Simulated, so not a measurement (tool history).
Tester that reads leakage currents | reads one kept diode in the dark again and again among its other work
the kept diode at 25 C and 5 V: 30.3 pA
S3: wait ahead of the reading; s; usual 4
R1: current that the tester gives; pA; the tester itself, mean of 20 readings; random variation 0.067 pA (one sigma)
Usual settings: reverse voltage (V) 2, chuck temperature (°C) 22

run 1 hour=0 | reverse_voltage_(V)=2 chuck_temperature_(°C)=22 S3=4 | R1=22.04
run 2 hour=43.6 | reverse_voltage_(V)=2 chuck_temperature_(°C)=22 S3=4 | R1=22.32
-- hour=53.7 probe card cleaned and baked
run 3 hour=81 | reverse_voltage_(V)=2 chuck_temperature_(°C)=22 S3=4 | R1=16.33
run 4 hour=105.4 | reverse_voltage_(V)=2 chuck_temperature_(°C)=22 S3=4 | R1=16.56
run 5 hour=161.1 | reverse_voltage_(V)=2 chuck_temperature_(°C)=22 S3=4 | R1=16.51
run 6 hour=215.2 | reverse_voltage_(V)=2 chuck_temperature_(°C)=22 S3=4 | R1=16.64
run 7 hour=262.7 | reverse_voltage_(V)=2 chuck_temperature_(°C)=22 S3=4 | R1=16.77
run 8 hour=287.9 | reverse_voltage_(V)=2 chuck_temperature_(°C)=22 S3=4 | R1=16.87
run 9 hour=318.8 | reverse_voltage_(V)=2 chuck_temperature_(°C)=22 S3=4 | R1=16.92
run 10 hour=372.9 | reverse_voltage_(V)=2 chuck_temperature_(°C)=22 S3=4 | R1=16.97
run 11 hour=411.4 | reverse_voltage_(V)=2 chuck_temperature_(°C)=22 S3=4 | R1=17.13
run 12 hour=463.9 | reverse_voltage_(V)=2 chuck_temperature_(°C)=22 S3=4 | R1=17.12
run 13 hour=511.1 | reverse_voltage_(V)=2 chuck_temperature_(°C)=23 S3=4 | R1=18.87
run 14 hour=543.1 | reverse_voltage_(V)=2 chuck_temperature_(°C)=22 S3=4.01 | R1=17.16
run 15 hour=566.4 | reverse_voltage_(V)=2 chuck_temperature_(°C)=22 S3=4 | R1=17.33
run 16 hour=595.4 | reverse_voltage_(V)=2 chuck_temperature_(°C)=22 S3=4 | R1=17.43
run 17 hour=634.9 | reverse_voltage_(V)=2 chuck_temperature_(°C)=22 S3=4 | R1=17.56
run 18 hour=662.1 | reverse_voltage_(V)=2 chuck_temperature_(°C)=22 S3=4 | R1=17.73
run 19 hour=694.6 | reverse_voltage_(V)=2 chuck_temperature_(°C)=22 S3=4 | R1=17.7
run 20 hour=719.5 | reverse_voltage_(V)=2 chuck_temperature_(°C)=22 S3=4 | R1=17.82
run 21 hour=764 | reverse_voltage_(V)=1.84 chuck_temperature_(°C)=22 S3=4 | R1=17.08
run 22 hour=787 | reverse_voltage_(V)=1.84 chuck_temperature_(°C)=22 S3=4 | R1=17.23
run 23 hour=817.8 | reverse_voltage_(V)=1.84 chuck_temperature_(°C)=22 S3=4 | R1=17.32
run 24 hour=841.9 | reverse_voltage_(V)=2 chuck_temperature_(°C)=22 S3=1.24 | R1=18.23
-- hour=848.4 chuck's temperature calibrated
run 25 hour=898.6 | reverse_voltage_(V)=11.79 chuck_temperature_(°C)=22 S3=4 | R1=42.63
run 26 hour=948.2 | reverse_voltage_(V)=1.27 chuck_temperature_(°C)=34 S3=0.33 | R1=36.86
run 27 hour=983.8 | reverse_voltage_(V)=17.52 chuck_temperature_(°C)=35 S3=0.66 | R1=156.43
run 28 hour=1015.1 | reverse_voltage_(V)=3.76 chuck_temperature_(°C)=21 S3=8.31 | R1=20.85
run 29 hour=1044.5 | reverse_voltage_(V)=3.76 chuck_temperature_(°C)=42 S3=0.36 | R1=124.48
run 30 hour=1078.3 | reverse_voltage_(V)=2.63 chuck_temperature_(°C)=26 S3=4 | R1=26.61
run 31 hour=1115.2 | reverse_voltage_(V)=2.63 chuck_temperature_(°C)=26 S3=4 | R1=26.81
run 32 hour=1153.2 | reverse_voltage_(V)=13.29 chuck_temperature_(°C)=48 S3=4 | R1=376.52
run 33 hour=1178.5 | reverse_voltage_(V)=9.14 chuck_temperature_(°C)=60 S3=4 | R1=779.06
run 34 hour=1216 | reverse_voltage_(V)=9.14 chuck_temperature_(°C)=24 S3=0.54 | R1=48.86
run 35 hour=1256 | reverse_voltage_(V)=17.39 chuck_temperature_(°C)=24 S3=1.24 | R1=69.44
run 36 hour=1299.5 | reverse_voltage_(V)=17.39 chuck_temperature_(°C)=24 S3=1.24 | R1=70.41
run 37 hour=1335.9 | reverse_voltage_(V)=6.75 chuck_temperature_(°C)=38 S3=8.88 | R1=121.13
run 38 hour=1391.8 | reverse_voltage_(V)=14.03 chuck_temperature_(°C)=55 S3=4 | R1=669.62
run 39 hour=1417.7 | reverse_voltage_(V)=10.7 chuck_temperature_(°C)=23 S3=0.35 | R1=54.65
run 40 hour=1457 | reverse_voltage_(V)=1.7 chuck_temperature_(°C)=45 S3=0.45 | R1=108.56
run 41 hour=1495.6 | reverse_voltage_(V)=1.7 chuck_temperature_(°C)=45 S3=0.53 | R1=108.15

3 ways to go on from here, each from the tool as it stands after run 41. What would each give?
run A hour=1533.7 | reverse_voltage_(V)=2.04 chuck_temperature_(°C)=56 S3=4 | R1=?
run B hour=1533.7 | reverse_voltage_(V)=18.67 chuck_temperature_(°C)=45 S3=0.53 | R1=?
run C hour=1533.7 | reverse_voltage_(V)=2.9 chuck_temperature_(°C)=45 S3=2.56 | R1=?

run=A R1=279.89
run=B R1=370.55
run=C R1=141.01
Without the tool's hidden state the same runs would have given:
run=A R1=272.78
run=B R1=344.29
run=C R1=135.3

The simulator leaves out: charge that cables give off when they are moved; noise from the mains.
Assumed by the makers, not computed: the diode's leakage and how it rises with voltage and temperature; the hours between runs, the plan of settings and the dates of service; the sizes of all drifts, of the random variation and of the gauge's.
